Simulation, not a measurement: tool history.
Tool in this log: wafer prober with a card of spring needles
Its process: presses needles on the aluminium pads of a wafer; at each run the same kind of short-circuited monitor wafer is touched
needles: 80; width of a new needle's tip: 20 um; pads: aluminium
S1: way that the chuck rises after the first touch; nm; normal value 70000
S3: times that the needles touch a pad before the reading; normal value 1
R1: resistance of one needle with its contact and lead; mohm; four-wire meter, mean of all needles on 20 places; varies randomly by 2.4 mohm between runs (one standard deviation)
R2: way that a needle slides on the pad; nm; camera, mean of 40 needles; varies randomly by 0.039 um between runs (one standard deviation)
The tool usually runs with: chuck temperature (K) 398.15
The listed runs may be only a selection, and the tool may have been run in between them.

{"run": 1, "day": 0.0, "S1": 70000, "chuck temperature (K)": 398.15, "S3": 1, "R1": 295, "R2": 16420}
{"day": 0.454, "done": "tips cleaned on abrasive film"}
{"day": 1.017, "done": "tips cleaned on abrasive film"}
{"run": 2, "day": 1.221, "S1": 70000, "chuck temperature (K)": 398.15, "S3": 1, "R1": 295, "R2": 16450}
{"day": 1.612, "done": "tips cleaned on abrasive film"}
{"run": 3, "day": 2.054, "S1": 70000, "chuck temperature (K)": 309.15, "S3": 1, "R1": 288, "R2": 16350}
{"day": 2.246, "done": "tips cleaned on abrasive film"}
{"run": 4, "day": 2.583, "S1": 70000, "chuck temperature (K)": 398.15, "S3": 2, "R1": 290, "R2": 16370}
{"day": 2.858, "done": "tips cleaned on abrasive film"}
{"day": 3.421, "done": "tips cleaned on abrasive film"}
{"run": 5, "day": 3.754, "S1": 70000, "chuck temperature (K)": 398.15, "S3": 2, "R1": 293, "R2": 16300}
{"day": 3.971, "done": "tips cleaned on abrasive film"}
{"day": 4.538, "done": "tips cleaned on abrasive film"}
{"run": 6, "day": 4.812, "S1": 70000, "chuck temperature (K)": 398.15, "S3": 1, "R1": 301, "R2": 16380}
{"day": 5.138, "done": "tips cleaned on abrasive film"}
{"run": 7, "day": 5.608, "S1": 70000, "chuck temperature (K)": 398.15, "S3": 1, "R1": 308, "R2": 16290}
{"day": 5.704, "done": "tips cleaned on abrasive film"}
{"day": 6.075, "done": "height of the first contact set anew"}
{"day": 6.362, "done": "tips cleaned on abrasive film"}
{"run": 8, "day": 6.475, "S1": 70000, "chuck temperature (K)": 398.15, "S3": 1, "R1": 290, "R2": 16700}
{"day": 6.912, "done": "tips cleaned on abrasive film"}
{"run": 9, "day": 7.004, "S1": 70000, "chuck temperature (K)": 398.15, "S3": 1, "R1": 292, "R2": 16620}
{"day": 7.475, "done": "tips cleaned on abrasive film"}
{"run": 10, "day": 7.783, "S1": 70000, "chuck temperature (K)": 398.15, "S3": 1, "R1": 305, "R2": 16590}
{"day": 8.046, "done": "tips cleaned on abrasive film"}
{"run": 11, "day": 8.392, "S1": 70000, "chuck temperature (K)": 310.15, "S3": 1, "R1": 281, "R2": 16590}
{"day": 8.688, "done": "tips cleaned on abrasive film"}
{"day": 9.312, "done": "tips cleaned on abrasive film"}
{"run": 12, "day": 9.608, "S1": 70000, "chuck temperature (K)": 310.15, "S3": 1, "R1": 287, "R2": 16500}
{"day": 9.888, "done": "tips cleaned on abrasive film"}
{"day": 10.492, "done": "tips cleaned on abrasive film"}
{"run": 13, "day": 10.771, "S1": 70000, "chuck temperature (K)": 310.15, "S3": 1, "R1": 282, "R2": 16540}
{"day": 11.104, "done": "tips cleaned on abrasive film"}
{"run": 14, "day": 11.608, "S1": 68000, "chuck temperature (K)": 310.15, "S3": 1, "R1": 296, "R2": 15990}
{"day": 11.704, "done": "tips cleaned on abrasive film"}
{"day": 12.288, "done": "tips cleaned on abrasive film"}
{"run": 15, "day": 12.379, "S1": 73000, "chuck temperature (K)": 310.15, "S3": 1, "R1": 264, "R2": 17140}
{"day": 12.921, "done": "tips cleaned on abrasive film"}
{"day": 13.496, "done": "tips cleaned on abrasive film"}
{"run": 16, "day": 13.658, "S1": 70000, "chuck temperature (K)": 313.15, "S3": 1, "R1": 275, "R2": 16460}
{"day": 14.088, "done": "tips cleaned on abrasive film"}
{"day": 14.638, "done": "tips cleaned on abrasive film"}
{"run": 17, "day": 14.771, "S1": 70000, "chuck temperature (K)": 313.15, "S3": 1, "R1": 279, "R2": 16350}
{"day": 15.212, "done": "tips cleaned on abrasive film"}
{"day": 15.796, "done": "tips cleaned on abrasive film"}
{"run": 18, "day": 15.929, "S1": 70000, "chuck temperature (K)": 313.15, "S3": 1, "R1": 272, "R2": 16380}
{"day": 16.412, "done": "tips cleaned on abrasive film"}
{"run": 19, "day": 16.6, "S1": 70000, "chuck temperature (K)": 327.15, "S3": 2, "R1": 273, "R2": 16270}
{"day": 16.979, "done": "tips cleaned on abrasive film"}
{"run": 20, "day": 17.429, "S1": 70000, "chuck temperature (K)": 327.15, "S3": 2, "R1": 284, "R2": 16270}
{"day": 17.592, "done": "tips cleaned on abrasive film"}
{"run": 21, "day": 18.046, "S1": 70000, "chuck temperature (K)": 332.15, "S3": 1, "R1": 301, "R2": 16230}
{"day": 18.175, "done": "tips cleaned on abrasive film"}
{"day": 18.729, "done": "tips cleaned on abrasive film"}
{"day": 18.85, "done": "height of the first contact set anew"}
{"run": 22, "day": 19.042, "S1": 70000, "chuck temperature (K)": 332.15, "S3": 2, "R1": 277, "R2": 16700}
{"day": 19.367, "done": "tips cleaned on abrasive film"}
{"run": 23, "day": 19.683, "S1": 83000, "chuck temperature (K)": 331.15, "S3": 2, "R1": 270, "R2": 19730}
{"day": 19.992, "done": "tips cleaned on abrasive film"}
{"run": 24, "day": 20.208, "S1": 90000, "chuck temperature (K)": 347.15, "S3": 2, "R1": 268, "R2": 21330}
{"day": 20.588, "done": "tips cleaned on abrasive film"}
{"day": 21.138, "done": "tips cleaned on abrasive film"}
{"run": 25, "day": 21.238, "S1": 90000, "chuck temperature (K)": 347.15, "S3": 2, "R1": 264, "R2": 21280}
{"day": 21.754, "done": "tips cleaned on abrasive film"}
{"day": 22.338, "done": "tips cleaned on abrasive film"}
{"run": 26, "day": 22.346, "S1": 52000, "chuck temperature (K)": 311.15, "S3": 1, "R1": 271, "R2": 12240}
{"day": 22.946, "done": "tips cleaned on abrasive film"}
{"day": 23.512, "done": "tips cleaned on abrasive film"}
{"run": 27, "day": 23.571, "S1": 52000, "chuck temperature (K)": 311.15, "S3": 1, "R1": 281, "R2": 12190}
{"day": 24.096, "done": "tips cleaned on abrasive film"}
{"run": 28, "day": 24.408, "S1": 52000, "chuck temperature (K)": 311.15, "S3": 1, "R1": 317, "R2": 12170}
{"day": 24.708, "done": "tips cleaned on abrasive film"}
{"day": 25.262, "done": "tips cleaned on abrasive film"}
{"run": 29, "day": 25.433, "S1": 86000, "chuck temperature (K)": 305.15, "S3": 2, "R1": 258, "R2": 20310}
{"day": 25.892, "done": "tips cleaned on abrasive film"}
{"day": 26.467, "done": "tips cleaned on abrasive film"}
{"run": 30, "day": 26.708, "S1": 70000, "chuck temperature (K)": 347.15, "S3": 2, "R1": 278, "R2": 16380}
{"day": 27.058, "done": "tips cleaned on abrasive film"}
{"day": 27.608, "done": "tips cleaned on abrasive film"}
{"run": 31, "day": 27.608, "S1": 70000, "chuck temperature (K)": 347.15, "S3": 2, "R1": 267, "R2": 16370}
{"day": 28.196, "done": "tips cleaned on abrasive film"}
{"run": 32, "day": 28.533, "S1": 82000, "chuck temperature (K)": 343.15, "S3": 1, "R1": 285, "R2": 19210}

Measured less the same run without the tool's hidden state. The same run-to-run variation is in both; the gauge's scatter may not be:
Unlogged tool condition in this case: debris on the tips, nm; way that the needles fall short of the set height, um; tips' diameter, um; drift of the gauge itself on contact_mohm, %; drift of the gauge itself on scrub_um, %.
run=1 R1=+17 R2=-220
run=2 R1=+21 R2=-270
run=3 R1=+39 R2=-280
run=4 R1=+17 R2=-320
run=5 R1=+18 R2=-360
run=6 R1=+26 R2=-410
run=7 R1=+34 R2=-430
run=8 R1=+14 R2=-30
run=9 R1=+14 R2=-50
run=10 R1=+28 R2=-80
run=11 R1=+32 R2=-100
run=12 R1=+31 R2=-140
run=13 R1=+29 R2=-180
run=14 R1=+46 R2=-210
run=15 R1=+15 R2=-250
run=16 R1=+21 R2=-290
run=17 R1=+21 R2=-340
run=18 R1=+21 R2=-390
run=19 R1=+17 R2=-410
run=20 R1=+26 R2=-440
run=21 R1=+45 R2=-470
run=22 R1=+21 R2=+0
run=23 R1=+16 R2=-30
run=24 R1=+11 R2=-50
run=25 R1=+7 R2=-100
run=26 R1=+11 R2=-150
run=27 R1=+21 R2=-190
run=28 R1=+59 R2=-210
run=29 R1=+11 R2=-260
run=30 R1=+17 R2=-310
run=31 R1=+5 R2=-370
run=32 R1=+26 R2=-380
